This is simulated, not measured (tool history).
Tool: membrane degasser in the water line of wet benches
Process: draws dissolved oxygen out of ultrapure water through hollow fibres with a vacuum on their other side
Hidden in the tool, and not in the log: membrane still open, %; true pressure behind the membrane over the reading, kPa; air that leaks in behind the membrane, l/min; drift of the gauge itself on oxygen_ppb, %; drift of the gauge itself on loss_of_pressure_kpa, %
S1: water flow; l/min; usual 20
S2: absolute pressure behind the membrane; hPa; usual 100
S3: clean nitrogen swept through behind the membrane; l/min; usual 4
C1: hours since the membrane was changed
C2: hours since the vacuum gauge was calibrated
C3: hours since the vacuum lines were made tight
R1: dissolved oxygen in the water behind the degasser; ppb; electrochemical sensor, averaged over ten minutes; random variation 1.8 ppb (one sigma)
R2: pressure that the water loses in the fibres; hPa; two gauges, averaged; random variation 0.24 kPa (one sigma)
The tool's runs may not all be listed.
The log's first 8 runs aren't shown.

{"run": 9, "hour": 990.5, "S1": 20, "S2": 100, "S3": 4, "C1": 2194, "C2": 2872, "C3": 124, "R1": 190.1, "R2": 626.1}
{"run": 10, "hour": 1165.9, "S1": 20, "S2": 100, "S3": 4, "C1": 2370, "C2": 3047, "C3": 300, "R1": 189.2, "R2": 629}
{"run": 11, "hour": 1267.2, "S1": 20, "S2": 100, "S3": 4, "C1": 2471, "C2": 3149, "C3": 401, "R1": 189.8, "R2": 627.9}
{"run": 12, "hour": 1420.7, "S1": 20, "S2": 187, "S3": 4, "C1": 2625, "C2": 3302, "C3": 554, "R1": 289.8, "R2": 629.4}
{"run": 13, "hour": 1556.1, "S1": 20, "S2": 187, "S3": 4, "C1": 2760, "C2": 3438, "C3": 690, "R1": 288.2, "R2": 629.9}
{"run": 14, "hour": 1658.6, "S1": 14, "S2": 100, "S3": 4, "C1": 2862, "C2": 3540, "C3": 792, "R1": 106.5, "R2": 439.2}
{"run": 15, "hour": 1784.7, "S1": 15, "S2": 100, "S3": 4, "C1": 2989, "C2": 3666, "C3": 918, "R1": 121.5, "R2": 472.1}
{"run": 16, "hour": 1926.9, "S1": 20, "S2": 100, "S3": 9.94, "C1": 3131, "C2": 3808, "C3": 1061, "R1": 146.9, "R2": 635.2}
{"run": 17, "hour": 2038.8, "S1": 20, "S2": 75, "S3": 4, "C1": 3243, "C2": 3920, "C3": 1172, "R1": 166.3, "R2": 629.6}
{"run": 18, "hour": 2178.6, "S1": 14, "S2": 66, "S3": 7.06, "C1": 3382, "C2": 4060, "C3": 1312, "R1": 67.1, "R2": 446.7}
{"run": 19, "hour": 2353.8, "S1": 17, "S2": 241, "S3": 4.4, "C1": 3558, "C2": 4235, "C3": 1487, "R1": 277.1, "R2": 536.7}
{"run": 20, "hour": 2519.0, "S1": 16, "S2": 227, "S3": 4.31, "C1": 3723, "C2": 4401, "C3": 1653, "R1": 244.7, "R2": 509.3}
{"run": 21, "hour": 2609.3, "S1": 16, "S2": 227, "S3": 4.31, "C1": 3813, "C2": 4491, "C3": 1743, "R1": 250, "R2": 510.7}
{"run": 22, "hour": 2707.0, "S1": 12, "S2": 120, "S3": 4.61, "C1": 3911, "C2": 4589, "C3": 1841, "R1": 92.7, "R2": 383.7}
{"run": 23, "hour": 2883.0, "S1": 30, "S2": 72, "S3": 4.61, "C1": 4087, "C2": 4765, "C3": 2017, "R1": 321.7, "R2": 955.8}
{"run": 24, "hour": 2972.9, "S1": 30, "S2": 72, "S3": 4.61, "C1": 4177, "C2": 4854, "C3": 2107, "R1": 321.8, "R2": 964.4}
{"run": 25, "hour": 3108.2, "S1": 30, "S2": 72, "S3": 4.61, "C1": 4312, "C2": 4990, "C3": 2242, "R1": 325.7, "R2": 957}
{"run": 26, "hour": 3281.1, "S1": 13, "S2": 154, "S3": 2.64, "C1": 4485, "C2": 5163, "C3": 2415, "R1": 196.7, "R2": 420.7}
{"run": 27, "hour": 3362.3, "S1": 13, "S2": 148, "S3": 2.64, "C1": 4566, "C2": 5244, "C3": 2496, "R1": 192.7, "R2": 414.7}
{"run": 28, "hour": 3521.5, "S1": 13, "S2": 148, "S3": 2.64, "C1": 4725, "C2": 5403, "C3": 2655, "R1": 189.7, "R2": 416.6}
{"run": 29, "hour": 3678.3, "S1": 13, "S2": 148, "S3": 2.64, "C1": 4882, "C2": 5560, "C3": 2812, "R1": 188.9, "R2": 421}
{"run": 30, "hour": 3843.2, "S1": 13, "S2": 148, "S3": 2.64, "C1": 5047, "C2": 5725, "C3": 2977, "R1": 189.9, "R2": 420.5}

Run 31 comes next. What will it give?
{"run": 31, "hour": 3939.3, "S1": 13, "S2": 148, "S3": 2.64, "C1": 5143, "C2": 5821, "C3": 3073, "R1": "?", "R2": "?"}

R1: 188.6 ppb
R2: 420 hPa
Without the tool's hidden state the same run would have given R1 167.8 ppb, R2 401.4 hPa.
